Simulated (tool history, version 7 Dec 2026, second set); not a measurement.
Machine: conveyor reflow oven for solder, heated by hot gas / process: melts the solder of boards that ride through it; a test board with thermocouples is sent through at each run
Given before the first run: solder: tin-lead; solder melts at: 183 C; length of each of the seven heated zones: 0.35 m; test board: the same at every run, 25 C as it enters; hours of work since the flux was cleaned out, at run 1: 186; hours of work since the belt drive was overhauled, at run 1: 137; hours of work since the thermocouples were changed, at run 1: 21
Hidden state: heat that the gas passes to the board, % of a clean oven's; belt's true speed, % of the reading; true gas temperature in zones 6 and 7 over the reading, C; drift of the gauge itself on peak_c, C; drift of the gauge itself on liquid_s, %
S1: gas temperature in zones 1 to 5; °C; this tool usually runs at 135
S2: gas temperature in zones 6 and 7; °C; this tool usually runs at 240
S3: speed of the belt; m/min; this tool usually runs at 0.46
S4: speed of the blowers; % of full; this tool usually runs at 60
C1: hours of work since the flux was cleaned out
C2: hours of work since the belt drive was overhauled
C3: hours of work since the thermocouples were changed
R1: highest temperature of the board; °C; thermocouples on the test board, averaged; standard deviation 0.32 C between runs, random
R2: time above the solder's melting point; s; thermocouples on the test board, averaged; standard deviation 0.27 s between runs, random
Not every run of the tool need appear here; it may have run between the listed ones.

| run | hour | S1 | S2 | S3 | S4 | C1 | C2 | C3 | R1 | R2 |
|---|---|---|---|---|---|---|---|---|---|---|
| 1 | 0 | 135 | 240 | 0.46 | 60 | 186 | 137 | 21 | 220.2 | 70.2 |
| 2 | 15.9 | 135 | 240 | 0.46 | 60 | 195 | 146 | 30 | 220.7 | 69.6 |
| 3 | 28 | 135 | 240 | 0.46 | 60 | 202 | 153 | 37 | 219.8 | 69.7 |
| 4 | 43.5 | 135 | 240 | 0.46 | 60 | 211 | 162 | 46 | 220.5 | 69.6 |
| 5 | 64.3 | 135 | 240 | 0.46 | 60 | 223 | 174 | 58 | 220.5 | 69.7 |
| 6 | 84.8 | 135 | 240 | 0.46 | 60 | 235 | 186 | 70 | 219.9 | 69.8 |
| 7 | 105.4 | 135 | 240 | 0.46 | 60 | 247 | 198 | 82 | 219.9 | 69.1 |
| 8 | 127.3 | 135 | 240 | 0.46 | 60 | 260 | 211 | 95 | 220 | 69.2 |
| 9 | 148 | 135 | 240 | 0.46 | 60 | 272 | 223 | 107 | 220 | 69.1 |
| 10 | 168.5 | 132 | 240 | 0.46 | 85 | 284 | 235 | 119 | 223.5 | 72.2 |
| 11 | 193.3 | 147 | 240 | 0.46 | 72 | 299 | 249 | 134 | 223.8 | 78 |
| 12 | 211 | 147 | 249 | 0.461 | 83 | 309 | 260 | 144 | 233.1 | 84.3 |
| 13 | 224.8 | 147 | 249 | 0.442 | 78 | 317 | 268 | 152 | 233.6 | 88.7 |
| 14 | 253.4 | 120 | 229 | 0.392 | 60 | 334 | 285 | 169 | 212.1 | 68.5 |
| 15 | 273.9 | 132 | 229 | 0.392 | 60 | 346 | 296 | 181 | 214.6 | 75.3 |
| 16 | 290 | 145 | 230 | 0.46 | 60 | 355 | 306 | 190 | 212.3 | 66.1 |
| 17 | 309.8 | 137 | 254 | 0.421 | 55 | 367 | 317 | 202 | 233.2 | 87.8 |
| 18 | 331.8 | 137 | 235 | 0.421 | 81 | 379 | 330 | 215 | 221.2 | 78.3 |

3 ways to go on from here, each from the tool as it stands after run 18. What would each give?
| A | 352.3 | 137 | 243 | 0.421 | 50 | 391 | 342 | 226 | ? | ? |
| B | 352.3 | 137 | 237 | 0.389 | 81 | 391 | 342 | 226 | ? | ? |
| C | 352.3 | 142 | 240 | 0.46 | 60 | 391 | 342 | 226 | ? | ? |

| run | R1 | R2 |
|---|---|---|
| A | 222.3 | 79.2 |
| B | 224.7 | 89.8 |
| C | 220 | 72.3 |
With the hidden condition removed and each run's random variation left untouched, the same runs would have given:
| run | R1 | R2 |
|---|---|---|
| A | 225.8 | 82.2 |
| B | 228.1 | 92.5 |
| C | 223.8 | 75.4 |
